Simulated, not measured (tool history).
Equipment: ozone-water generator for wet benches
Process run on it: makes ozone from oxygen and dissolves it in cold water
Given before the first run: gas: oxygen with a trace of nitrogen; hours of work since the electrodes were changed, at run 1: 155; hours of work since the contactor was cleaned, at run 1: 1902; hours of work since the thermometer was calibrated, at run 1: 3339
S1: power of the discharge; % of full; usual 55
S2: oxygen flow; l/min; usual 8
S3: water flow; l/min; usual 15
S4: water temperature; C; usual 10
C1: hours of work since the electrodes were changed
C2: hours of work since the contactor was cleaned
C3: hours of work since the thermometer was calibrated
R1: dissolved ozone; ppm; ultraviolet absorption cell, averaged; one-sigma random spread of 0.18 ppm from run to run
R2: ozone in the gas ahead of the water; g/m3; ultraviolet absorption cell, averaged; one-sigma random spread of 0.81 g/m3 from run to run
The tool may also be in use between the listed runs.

run	hour	S1	S2	S3	S4	C1	C2	C3	R1	R2
1	0	55	8	15	10	155	1902	3339	24.1	127
2	28.1	55	8	15	5	180	1926	3363	26.1	124.7
3	54.3	55	8	15	5	202	1949	3386	26.3	127
4	73.5	55	8	15	5	219	1966	3403	26	126.5
5	118.9	55	8	15	5	259	2005	3442	26.2	125.4
6	138.2	55	8	15	5	275	2022	3459	26	126
7	176.5	55	8	15	10	309	2055	3492	24	125.4
8	224.1	55	8	15	10	350	2097	3534	23.9	125.2
9	258.3	55	8	15	10	380	2126	3563	23.7	124.9
10	294.2	55	8	15	10	411	2158	3595	23.9	124.7
11	332.7	55	6.28	15	10	444	2191	3628	24.1	142.2
12	378.7	55	6.28	15	10	484	2231	3668	24.1	142.2
13	408.1	55	6.28	15	10	510	2257	3694	24.1	141.6
14	440.2	55	8	15	10	538	2285	3722	23.7	125.2
15	483.5	55	8	15	10	576	2322	3759	23.8	124.4
16	529.9	55	8	15	10	616	2363	3800	23.6	125.2
17	558.8	55	8	15	10	641	2388	3825	23.7	125.3
18	599.2	55	8	15	10	676	2423	3860	23.6	124.7
19	630.1	55	8	15	10	703	2450	3887	23.8	124.8
20	674.5	55	8	15	10	742	2488	3925	23.8	124.9
21	707.1	83	8	15	10	770	2517	3954	32.2	168.2
22	735.9	83	8	15	10	795	2542	3979	32.5	169.2
23	764.8	55	5.87	15	10	820	2567	4004	24.1	144.6
24	799.1	93	11.37	17	6	850	2597	4034	33.1	154.8
25	826.4	55	8	12	16	874	2620	4057	24	124
26	857.4	55	8	12	16	901	2647	4084	23.9	125
27	883	55	10.16	10	11	923	2670	4107	27.9	110.6
28	921.7	55	10.16	10	11	956	2703	4140	28.3	109.8
29	944.8	55	12.02	10	9	977	2723	4160	28.1	101.6
30	978.2	79	7.29	21	6	1006	2752	4189	25.5	172.2
31	1004.6	79	7.29	21	6	1029	2775	4212	25.2	171.6

Hidden state or all else? Some run-to-run changes of R1, split into what the settings, what came in and random variation would give without the hidden state, and what is left for the hidden state (with any gauge scatter that isn't in both results):
The hidden state here: yield of the discharge, % of new electrodes'; contactor's efficiency, % of a clean one's; true water temperature over the reading, C; drift of the gauge itself on ozone_ppm, %; drift of the gauge itself on gas_g_m3, %.
Run 20 -> 21: S1 55 -> 83. R1 +8.4 ppm: hidden state -0.5, all else +8.9.
Run 23 -> 24: S1 55 -> 93, S2 5.87 -> 11.37, S3 15 -> 17, S4 10 -> 6. R1 +9 ppm: hidden state -0.6, all else +9.6.
Run 24 -> 25: S1 93 -> 55, S2 11.37 -> 8, S3 17 -> 12, S4 6 -> 16. R1 -9.1 ppm: hidden state +0.6, all else -9.7.
